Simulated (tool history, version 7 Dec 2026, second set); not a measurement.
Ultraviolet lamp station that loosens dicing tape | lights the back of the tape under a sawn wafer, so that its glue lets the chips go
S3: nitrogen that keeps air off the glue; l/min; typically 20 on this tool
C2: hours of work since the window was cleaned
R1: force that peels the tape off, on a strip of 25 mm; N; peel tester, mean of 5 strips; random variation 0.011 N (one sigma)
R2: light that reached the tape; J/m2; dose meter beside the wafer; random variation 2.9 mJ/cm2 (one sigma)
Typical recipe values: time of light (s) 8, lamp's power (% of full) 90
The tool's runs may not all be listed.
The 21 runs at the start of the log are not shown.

{"run": 22, "day": 11.775, "time of light (s)": 8, "lamp's power (% of full)": 62, "S3": 20, "hours of work of the lamp": 324, "C2": 101, "R1": 1.263, "R2": 2620}
{"run": 23, "day": 12.283, "time of light (s)": 8, "lamp's power (% of full)": 62, "S3": 20, "hours of work of the lamp": 331, "C2": 108, "R1": 1.25, "R2": 2620}
{"run": 24, "day": 12.8, "time of light (s)": 8, "lamp's power (% of full)": 62, "S3": 20, "hours of work of the lamp": 338, "C2": 115, "R1": 1.224, "R2": 2620}
{"run": 25, "day": 13.238, "time of light (s)": 8, "lamp's power (% of full)": 62, "S3": 20, "hours of work of the lamp": 344, "C2": 121, "R1": 1.253, "R2": 2580}
{"run": 26, "day": 13.8, "time of light (s)": 8, "lamp's power (% of full)": 62, "S3": 20, "hours of work of the lamp": 351, "C2": 129, "R1": 1.205, "R2": 2600}
{"run": 27, "day": 14.3, "time of light (s)": 9, "lamp's power (% of full)": 79, "S3": 9, "hours of work of the lamp": 358, "C2": 136, "R1": 1.126, "R2": 3690}
{"run": 28, "day": 14.917, "time of light (s)": 5, "lamp's power (% of full)": 99, "S3": 10, "hours of work of the lamp": 367, "C2": 144, "R1": 1.877, "R2": 2610}
{"run": 29, "day": 15.671, "time of light (s)": 11, "lamp's power (% of full)": 90, "S3": 24, "hours of work of the lamp": 377, "C2": 155, "R1": 0.278, "R2": 5060}
{"run": 30, "day": 16.354, "time of light (s)": 11, "lamp's power (% of full)": 90, "S3": 24, "hours of work of the lamp": 386, "C2": 164, "R1": 0.291, "R2": 5130}
{"run": 31, "day": 17.029, "time of light (s)": 8, "lamp's power (% of full)": 90, "S3": 27, "hours of work of the lamp": 396, "C2": 173, "R1": 0.508, "R2": 3680}
{"run": 32, "day": 17.458, "time of light (s)": 8, "lamp's power (% of full)": 90, "S3": 27, "hours of work of the lamp": 402, "C2": 179, "R1": 0.479, "R2": 3730}
{"run": 33, "day": 18.054, "time of light (s)": 8, "lamp's power (% of full)": 90, "S3": 27, "hours of work of the lamp": 410, "C2": 187, "R1": 0.499, "R2": 3710}
{"run": 34, "day": 18.475, "time of light (s)": 8, "lamp's power (% of full)": 90, "S3": 27, "hours of work of the lamp": 415, "C2": 193, "R1": 0.5, "R2": 3690}
{"run": 35, "day": 19.033, "time of light (s)": 7, "lamp's power (% of full)": 77, "S3": 7, "hours of work of the lamp": 423, "C2": 201, "R1": 2.17, "R2": 2750}
{"run": 36, "day": 19.608, "time of light (s)": 4, "lamp's power (% of full)": 90, "S3": 20, "hours of work of the lamp": 431, "C2": 209, "R1": 2.105, "R2": 1820}
{"run": 37, "day": 20.029, "time of light (s)": 4, "lamp's power (% of full)": 90, "S3": 20, "hours of work of the lamp": 437, "C2": 215, "R1": 2.071, "R2": 1880}
{"run": 38, "day": 20.492, "time of light (s)": 4, "lamp's power (% of full)": 90, "S3": 20, "hours of work of the lamp": 443, "C2": 221, "R1": 2.114, "R2": 1830}
{"run": 39, "day": 20.962, "time of light (s)": 4, "lamp's power (% of full)": 90, "S3": 20, "hours of work of the lamp": 450, "C2": 227, "R1": 2.115, "R2": 1870}
{"run": 40, "day": 21.529, "time of light (s)": 10, "lamp's power (% of full)": 90, "S3": 14, "hours of work of the lamp": 457, "C2": 235, "R1": 0.528, "R2": 4630}
{"run": 41, "day": 22.212, "time of light (s)": 11, "lamp's power (% of full)": 66, "S3": 20, "hours of work of the lamp": 467, "C2": 244, "R1": 0.651, "R2": 3760}
{"run": 42, "day": 22.912, "time of light (s)": 11, "lamp's power (% of full)": 66, "S3": 20, "hours of work of the lamp": 476, "C2": 254, "R1": 0.624, "R2": 3710}
{"run": 43, "day": 23.629, "time of light (s)": 11, "lamp's power (% of full)": 88, "S3": 20, "hours of work of the lamp": 486, "C2": 264, "R1": 0.338, "R2": 4880}
{"run": 44, "day": 24.388, "time of light (s)": 11, "lamp's power (% of full)": 63, "S3": 20, "hours of work of the lamp": 496, "C2": 274, "R1": 0.719, "R2": 3440}

Each row is a separate what-if for the run after 44, all from the same tool condition, not one after another. Results?
{"run": "A", "day": 24.8, "time of light (s)": 15, "lamp's power (% of full)": 90, "S3": 20, "hours of work of the lamp": 502, "C2": 280, "R1": "?", "R2": "?"}
{"run": "B", "day": 24.8, "time of light (s)": 6, "lamp's power (% of full)": 69, "S3": 20, "hours of work of the lamp": 502, "C2": 280, "R1": "?", "R2": "?"}
{"run": "C", "day": 24.8, "time of light (s)": 8, "lamp's power (% of full)": 90, "S3": 20, "hours of work of the lamp": 502, "C2": 280, "R1": "?", "R2": "?"}

run=A R1=0.212 R2=6790
run=B R1=1.759 R2=2020
run=C R1=0.67 R2=3660
Without the tool's unlogged condition, the same runs would have read:
run=A R1=0.189 R2=7760
run=B R1=1.43 R2=2320
run=C R1=0.505 R2=4190
